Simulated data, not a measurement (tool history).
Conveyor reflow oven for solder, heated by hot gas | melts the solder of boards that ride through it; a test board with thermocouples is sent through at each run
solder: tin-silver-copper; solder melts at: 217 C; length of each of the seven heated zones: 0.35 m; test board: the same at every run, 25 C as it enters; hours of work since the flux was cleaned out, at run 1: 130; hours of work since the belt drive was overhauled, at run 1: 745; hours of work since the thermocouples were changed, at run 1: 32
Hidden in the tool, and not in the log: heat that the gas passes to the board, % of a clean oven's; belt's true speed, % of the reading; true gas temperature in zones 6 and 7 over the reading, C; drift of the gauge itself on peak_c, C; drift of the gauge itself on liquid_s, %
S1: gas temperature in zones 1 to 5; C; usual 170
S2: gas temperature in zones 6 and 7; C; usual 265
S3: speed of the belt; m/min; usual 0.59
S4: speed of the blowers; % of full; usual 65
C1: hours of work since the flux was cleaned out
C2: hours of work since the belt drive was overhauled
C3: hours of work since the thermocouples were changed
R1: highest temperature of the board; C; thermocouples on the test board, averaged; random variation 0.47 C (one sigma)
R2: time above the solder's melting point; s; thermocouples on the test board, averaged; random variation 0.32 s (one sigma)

| run | day | S1 | S2 | S3 | S4 | C1 | C2 | C3 | R1 | R2 |
|---|---|---|---|---|---|---|---|---|---|---|
| 1 | 0 | 170 | 265 | 0.59 | 65 | 130 | 745 | 32 | 247.4 | 48.5 |
| 2 | 0.746 | 170 | 265 | 0.59 | 65 | 140 | 754 | 41 | 247.2 | 48.8 |
| 3 | 1.9 | 170 | 265 | 0.59 | 65 | 155 | 769 | 56 | 248 | 48.4 |
| 4 | 3.221 | 170 | 265 | 0.59 | 65 | 172 | 786 | 73 | 247.3 | 48.3 |
| 5 | 4.279 | 170 | 265 | 0.59 | 65 | 186 | 800 | 87 | 246.8 | 48.6 |
| 6 | 5.433 | 170 | 265 | 0.59 | 74 | 200 | 815 | 102 | 248 | 49.4 |
|  | 5.904 | flux residue cleaned out of gas plates and filters |
| 7 | 6.362 | 170 | 265 | 0.59 | 74 | 6 | 824 | 111 | 249.6 | 51.4 |
| 8 | 7.829 | 170 | 265 | 0.59 | 74 | 25 | 843 | 130 | 250.2 | 50.8 |
| 9 | 8.979 | 170 | 265 | 0.502 | 65 | 40 | 858 | 145 | 252.7 | 64.1 |
| 10 | 10.45 | 167 | 265 | 0.59 | 54 | 59 | 877 | 164 | 244.2 | 44.4 |
| 11 | 11.317 | 167 | 265 | 0.59 | 54 | 70 | 888 | 175 | 244.7 | 45 |
| 12 | 12.688 | 167 | 265 | 0.59 | 54 | 88 | 906 | 193 | 244.4 | 44.8 |
| 13 | 13.904 | 167 | 265 | 0.59 | 54 | 103 | 922 | 209 | 244.7 | 44.4 |
| 14 | 14.779 | 174 | 272 | 0.559 | 52 | 115 | 933 | 220 | 252.9 | 56.8 |
| 15 | 16.158 | 166 | 265 | 0.588 | 65 | 133 | 951 | 238 | 246.1 | 46.7 |
| 16 | 16.838 | 170 | 265 | 0.52 | 65 | 141 | 960 | 247 | 250.3 | 60.1 |
| 17 | 17.833 | 182 | 265 | 0.52 | 68 | 154 | 973 | 260 | 252.3 | 66.6 |
| 18 | 18.508 | 182 | 265 | 0.52 | 68 | 163 | 981 | 268 | 252.6 | 66.1 |

Forecast each of these 5 alternatives for the next run:
| A | 19.475 | 182 | 263 | 0.478 | 68 | 175 | 994 | 281 | ? | ? |
| B | 19.475 | 164 | 265 | 0.498 | 68 | 175 | 994 | 281 | ? | ? |
| C | 19.475 | 182 | 265 | 0.702 | 77 | 175 | 994 | 281 | ? | ? |
| D | 19.475 | 170 | 265 | 0.516 | 65 | 175 | 994 | 281 | ? | ? |
| E | 19.475 | 170 | 262 | 0.575 | 88 | 175 | 994 | 281 | ? | ? |

| run | R1 | R2 |
|---|---|---|
| A | 252.2 | 72.7 |
| B | 251.1 | 61.1 |
| C | 246.4 | 42.6 |
| D | 250.4 | 60 |
| E | 247.9 | 52.6 |
Without the tool's hidden state the same runs would have given:
| run | R1 | R2 |
|---|---|---|
| A | 253.5 | 72.2 |
| B | 252.5 | 61 |
| C | 247.8 | 42.9 |
| D | 251.7 | 59.9 |
| E | 249.4 | 52.8 |

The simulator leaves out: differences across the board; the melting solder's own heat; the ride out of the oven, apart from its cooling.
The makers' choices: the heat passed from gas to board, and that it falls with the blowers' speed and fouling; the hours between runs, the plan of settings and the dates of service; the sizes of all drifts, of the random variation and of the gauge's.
